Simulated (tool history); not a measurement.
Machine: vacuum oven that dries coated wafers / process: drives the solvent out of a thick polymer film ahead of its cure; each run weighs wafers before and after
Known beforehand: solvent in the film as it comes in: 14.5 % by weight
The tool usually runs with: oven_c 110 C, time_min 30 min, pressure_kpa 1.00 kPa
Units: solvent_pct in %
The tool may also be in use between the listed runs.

| run | hour | oven_c | time_min | pressure_kpa | solvent_pct |
|---|---|---|---|---|---|
| 1 | 0.0 | 110 | 30 | 1.00 | 1.96 |
| 2 | 47.9 | 110 | 30 | 1.00 | 2.03 |
| 3 | 99.6 | 110 | 30 | 1.00 | 1.98 |
| 4 | 136.7 | 110 | 30 | 1.00 | 2.08 |
|  | 142.1 | oven's thermocouples calibrated |
| 5 | 168.0 | 110 | 30 | 1.00 | 2.38 |
| 6 | 203.6 | 114 | 30 | 1.00 | 1.66 |
| 7 | 248.0 | 114 | 30 | 1.00 | 1.74 |
| 8 | 279.1 | 110 | 47 | 1.00 | 1.20 |
| 9 | 317.5 | 110 | 30 | 1.00 | 2.38 |
|  | 362.0 | oven's thermocouples calibrated, once more |
| 10 | 376.1 | 110 | 27 | 1.00 | 1.93 |
| 11 | 433.4 | 110 | 27 | 1.00 | 1.92 |
| 12 | 467.2 | 110 | 27 | 1.00 | 1.89 |
| 13 | 519.0 | 110 | 30 | 1.00 | 1.62 |
| 14 | 554.6 | 110 | 30 | 1.00 | 1.63 |
| 15 | 600.9 | 110 | 30 | 1.00 | 1.69 |
| 16 | 626.2 | 111 | 17 | 2.43 | 3.83 |
| 17 | 659.1 | 100 | 38 | 1.00 | 2.87 |
| 18 | 688.6 | 100 | 39 | 1.95 | 3.20 |
| 19 | 741.0 | 100 | 21 | 3.42 | 6.08 |
| 20 | 773.8 | 100 | 21 | 3.42 | 6.16 |
| 21 | 811.6 | 105 | 52 | 1.00 | 1.28 |
| 22 | 843.4 | 105 | 32 | 1.00 | 2.43 |
| 23 | 898.5 | 111 | 17 | 1.24 | 3.63 |
| 24 | 947.5 | 123 | 39 | 1.73 | 0.48 |
| 25 | 977.5 | 123 | 39 | 1.73 | 0.51 |
| 26 | 1034.5 | 123 | 39 | 1.73 | 0.63 |
| 27 | 1072.3 | 112 | 23 | 3.73 | 2.96 |
|  | 1112.2 | vacuum gauge cleaned of residue and calibrated |
| 28 | 1121.9 | 110 | 22 | 1.01 | 2.67 |

Consider 3 possible next runs. They are alternatives, not a sequence: every one starts from the tool as it was left by run 28. What does each give?
| A | 1181.5 | 124 | 30 | 0.61 | ? |
| B | 1181.5 | 98 | 22 | 2.42 | ? |
| C | 1181.5 | 107 | 45 | 0.92 | ? |

| run | solvent_pct |
|---|---|
| A | 0.25 |
| B | 6.15 |
| C | 1.06 |
What these runs would have given with no unlogged condition in the tool:
| run | solvent_pct |
|---|---|
| A | 0.20 |
| B | 5.78 |
| C | 0.88 |
